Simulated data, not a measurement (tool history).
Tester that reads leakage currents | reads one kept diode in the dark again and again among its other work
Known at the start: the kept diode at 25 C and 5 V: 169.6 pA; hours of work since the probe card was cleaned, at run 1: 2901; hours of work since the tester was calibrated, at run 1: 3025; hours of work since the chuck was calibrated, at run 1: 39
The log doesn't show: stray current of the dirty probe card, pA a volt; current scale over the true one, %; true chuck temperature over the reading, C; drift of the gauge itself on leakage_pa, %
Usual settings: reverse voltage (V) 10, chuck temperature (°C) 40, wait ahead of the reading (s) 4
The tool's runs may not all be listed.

run	hour	reverse voltage (V)	chuck temperature (°C)	wait ahead of the reading (s)	hours of work since the probe card was cleaned	hours of work since the tester was calibrated	hours of work since the chuck was calibrated	current that the tester gives (pA)
1	0	10	40	4	2901	3025	39	770.63
2	92.9	10	40	4	2948	3071	85	766.36
3	280.7	10	40	4	3041	3164	178	757.97
# hour 328.1: probe card cleaned and baked
4	403.4	10	34	4	37	3224	238	444.94
5	490.7	10	40	4	81	3267	281	722.74
6	584.8	10	40	4	128	3314	328	718.31
7	706.8	10	40	4	188	3375	389	708.11
8	792.2	3.7	40	4	231	3417	431	509.94
9	892.4	3.7	40	4	280	3467	481	505.7
10	1030.9	10	37	4	349	3536	550	543.09
# hour 1116.3: chuck's temperature calibrated
11	1204.3	10	37	4	435	3621	44	582.85
12	1307	10	40	4	486	3672	95	739.96
13	1451.2	10	40	4	557	3744	166	727.69
14	1584.4	10	40	4	623	3810	233	723.21
15	1771.9	10	40	4	717	3903	326	712.06
16	1878.9	10	40	4	770	3956	379	706.76
17	2019.3	10	40	4	840	4026	449	699.36
18	2178.4	10	40	4	919	4105	528	689.96
19	2276.2	10	40	4	967	4154	577	682.31
# hour 2313.3: chuck's temperature calibrated
20	2419.5	2.9	29	3.69	1038	4224	53	201.73
21	2554.4	8.2	51	4.91	1105	4291	120	1631.81
22	2654.6	2.4	29	1.37	1154	4341	170	187.06
23	2788.2	10	30	0.49	1221	4407	236	327.16
24	2974.7	10	40	2.05	1313	4500	329	723.77
25	3077.8	10	40	2.05	1365	4551	380	712.29
26	3164.3	10	40	2.05	1408	4594	423	710.44
27	3250.1	10	40	2.05	1450	4637	466	705.11
28	3340.6	10	59	2.27	1495	4682	511	2962.35
29	3429.4	16.1	50	3.09	1539	4726	555	1767.15
# hour 3509.7: chuck's temperature calibrated
30	3587.2	16.1	50	3.09	1617	4803	39	1945.94
31	3759.1	2.2	23	0.41	1702	4889	124	111.76
32	3848.1	2.3	40	0.38	1747	4933	168	465.18
33	3947.3	2.3	40	0.38	1796	4982	218	464.8
34	4028	1.1	31	1.48	1836	5023	258	170.87
35	4117.1	1.5	31	1.13	1880	5067	302	189.36
36	4253.7	1.5	31	1.13	1948	5135	370	186.46
37	4343.6	1.5	31	1.13	1993	5179	414	183.86
38	4443	6.6	22	2.04	2042	5229	464	141.8

3 ways to go on from here, each from the tool as it stands after run 38. What would each give?
A	4548.8	1.2	31	2.4	2095	5281	516	?
B	4548.8	10	38	4	2095	5281	516	?
C	4548.8	10	40	0.56	2095	5281	516	?

run	current that the tester gives (pA)
A	169.13
B	605.07
C	719.21
Without the tool's hidden state the same runs would have given:
run	current that the tester gives (pA)
A	181.43
B	638.13
C	759.99

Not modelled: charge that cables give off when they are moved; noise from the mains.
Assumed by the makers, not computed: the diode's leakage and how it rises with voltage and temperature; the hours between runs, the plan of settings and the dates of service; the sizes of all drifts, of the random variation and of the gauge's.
